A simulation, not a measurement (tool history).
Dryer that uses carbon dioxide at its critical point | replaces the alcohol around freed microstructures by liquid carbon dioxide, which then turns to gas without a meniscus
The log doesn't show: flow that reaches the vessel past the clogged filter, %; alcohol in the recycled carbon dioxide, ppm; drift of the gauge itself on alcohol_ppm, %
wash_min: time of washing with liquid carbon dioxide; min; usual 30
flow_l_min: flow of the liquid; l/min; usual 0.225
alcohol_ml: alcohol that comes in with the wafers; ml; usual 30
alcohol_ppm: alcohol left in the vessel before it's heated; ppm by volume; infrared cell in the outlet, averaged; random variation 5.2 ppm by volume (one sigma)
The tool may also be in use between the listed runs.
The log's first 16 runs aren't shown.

run     day  wash_min  flow_l_min  alcohol_ml  hours of work since the filter was changed  hours of work since the purifier's bed was changed  alcohol_ppm
 17  16.921        30       0.225          21                                          95                                                 241           87
 18  17.592        30       0.225          21                                         101                                                 246           89
 19  18.583        30       0.155          30                                         108                                                 254          599
 20  20.092        30       0.223          69                                         121                                                 266          282
 21  21.504        37       0.244          28                                         132                                                 277           32
 22  23.096        30       0.225          26                                         145                                                 290          110
 23  23.883        47       0.208          63                                         151                                                 296           35
 24  25.212        47       0.208          63                                         162                                                 307           33
 25  26.112        40       0.225          60                                         169                                                 314           61
 26  27.088        43       0.157         103                                         177                                                 322          422
 27  28.025        30       0.152         108                                         184                                                 330         2552
 28  28.933        26       0.225          39                                         191                                                 337          366
 29  29.983        30       0.225          46                                         200                                                 345          212
 30  31.092        27       0.135         114                                         209                                                 354         5847

Forecast run 31:
 31  32.592        26       0.195          74                                         221                                                 366            ?

alcohol_ppm: 1202 ppm by volume
Without the tool's hidden state the same run would have given alcohol_ppm 883 ppm by volume.

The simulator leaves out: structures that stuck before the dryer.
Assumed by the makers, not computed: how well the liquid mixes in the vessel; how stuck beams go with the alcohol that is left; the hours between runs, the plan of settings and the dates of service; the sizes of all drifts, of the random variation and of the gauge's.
